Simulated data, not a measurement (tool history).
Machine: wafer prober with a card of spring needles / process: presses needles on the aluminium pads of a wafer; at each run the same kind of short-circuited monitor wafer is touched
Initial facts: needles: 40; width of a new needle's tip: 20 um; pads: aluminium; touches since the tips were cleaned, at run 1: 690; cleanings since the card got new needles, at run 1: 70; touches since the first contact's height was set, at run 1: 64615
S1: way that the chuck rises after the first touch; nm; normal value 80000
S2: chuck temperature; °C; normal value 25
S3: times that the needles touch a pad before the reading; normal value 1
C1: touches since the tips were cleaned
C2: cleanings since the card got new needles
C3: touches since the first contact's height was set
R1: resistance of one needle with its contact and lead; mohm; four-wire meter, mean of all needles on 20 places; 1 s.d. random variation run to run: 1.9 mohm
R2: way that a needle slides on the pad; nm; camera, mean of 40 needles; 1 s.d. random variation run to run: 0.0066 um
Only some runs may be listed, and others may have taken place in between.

run	hour	S1	S2	S3	C1	C2	C3	R1	R2
1	0.0	80000	25	1	690	70	64615	219	15368
# hour 8.0: height of the first contact set anew
# hour 11.0: tips cleaned on abrasive film
2	20.7	80000	25	1	6343	71	8224	265	15440
# hour 23.6: tips cleaned on abrasive film
# hour 36.1: tips cleaned on abrasive film
3	43.5	80000	25	1	4860	73	23102	265	15415
# hour 49.4: tips cleaned on abrasive film
# hour 61.2: tips cleaned on abrasive film
# hour 75.0: tips cleaned on abrasive film
4	81.0	80000	25	1	3921	76	47471	248	15399
# hour 88.1: tips cleaned on abrasive film
# hour 101.4: tips cleaned on abrasive film
# hour 114.8: tips cleaned on abrasive film
# hour 115.1: height of the first contact set anew
5	118.7	80000	25	1	2336	79	2336	245	15475
# hour 129.1: tips cleaned on abrasive film
# hour 141.5: tips cleaned on abrasive film
# hour 154.0: tips cleaned on abrasive film
6	161.8	80000	25	1	5098	82	30447	267	15421
# hour 166.9: tips cleaned on abrasive film
# hour 180.6: tips cleaned on abrasive film
7	187.2	80000	25	2	4364	84	46985	241	15397
# hour 192.2: tips cleaned on abrasive film
# hour 204.8: tips cleaned on abrasive film
8	210.1	80000	25	1	3483	86	61877	253	15371
# hour 217.7: tips cleaned on abrasive film
# hour 223.2: height of the first contact set anew
# hour 231.0: tips cleaned on abrasive film
9	241.4	80000	25	1	6818	88	11872	268	15449
# hour 243.5: tips cleaned on abrasive film
# hour 257.0: tips cleaned on abrasive film
# hour 270.9: tips cleaned on abrasive film
10	276.2	61000	61	1	3436	91	34485	289	11739
# hour 284.2: tips cleaned on abrasive film
# hour 296.4: tips cleaned on abrasive film
11	296.9	61000	61	1	335	93	47970	241	11724
# hour 309.5: tips cleaned on abrasive film
12	315.4	83000	29	1	3920	94	60049	251	15968
# hour 322.1: tips cleaned on abrasive film
# hour 330.7: height of the first contact set anew
# hour 335.8: tips cleaned on abrasive film
# hour 349.6: tips cleaned on abrasive film
13	349.6	83000	29	1	0	97	12248	209	16030
# hour 361.2: tips cleaned on abrasive film
# hour 375.6: tips cleaned on abrasive film
14	378.4	83000	29	1	1826	99	31020	230	15987
# hour 389.3: tips cleaned on abrasive film
15	398.6	80000	30	2	6106	100	44201	244	15409
# hour 401.5: tips cleaned on abrasive film
# hour 414.5: tips cleaned on abrasive film
16	417.7	74000	25	1	2102	102	56640	241	14214
# hour 427.6: tips cleaned on abrasive film
# hour 437.6: height of the first contact set anew
# hour 440.5: tips cleaned on abrasive film
17	449.6	74000	25	1	5923	104	7803	279	14288

Forecast each of these 4 alternatives for the next run:
# hour 452.3: tips cleaned on abrasive film
# hour 465.6: tips cleaned on abrasive film
# hour 479.8: tips cleaned on abrasive film
A	484.6	86000	64	1	3132	107	30576	?	?
# hour 452.3: tips cleaned on abrasive film
# hour 465.6: tips cleaned on abrasive film
# hour 479.8: tips cleaned on abrasive film
B	484.6	93000	25	2	3132	107	30576	?	?
# hour 452.3: tips cleaned on abrasive film
# hour 465.6: tips cleaned on abrasive film
# hour 479.8: tips cleaned on abrasive film
C	484.6	76000	25	1	3132	107	30576	?	?
# hour 452.3: tips cleaned on abrasive film
# hour 465.6: tips cleaned on abrasive film
# hour 479.8: tips cleaned on abrasive film
D	484.6	64000	25	1	3132	107	30576	?	?

run	R1	R2
A	256	16580
B	227	17928
C	263	14641
D	283	12321
With no hidden state in the tool, these same runs would have given:
run	R1	R2
A	213	16623
B	203	17971
C	206	14684
D	207	12364
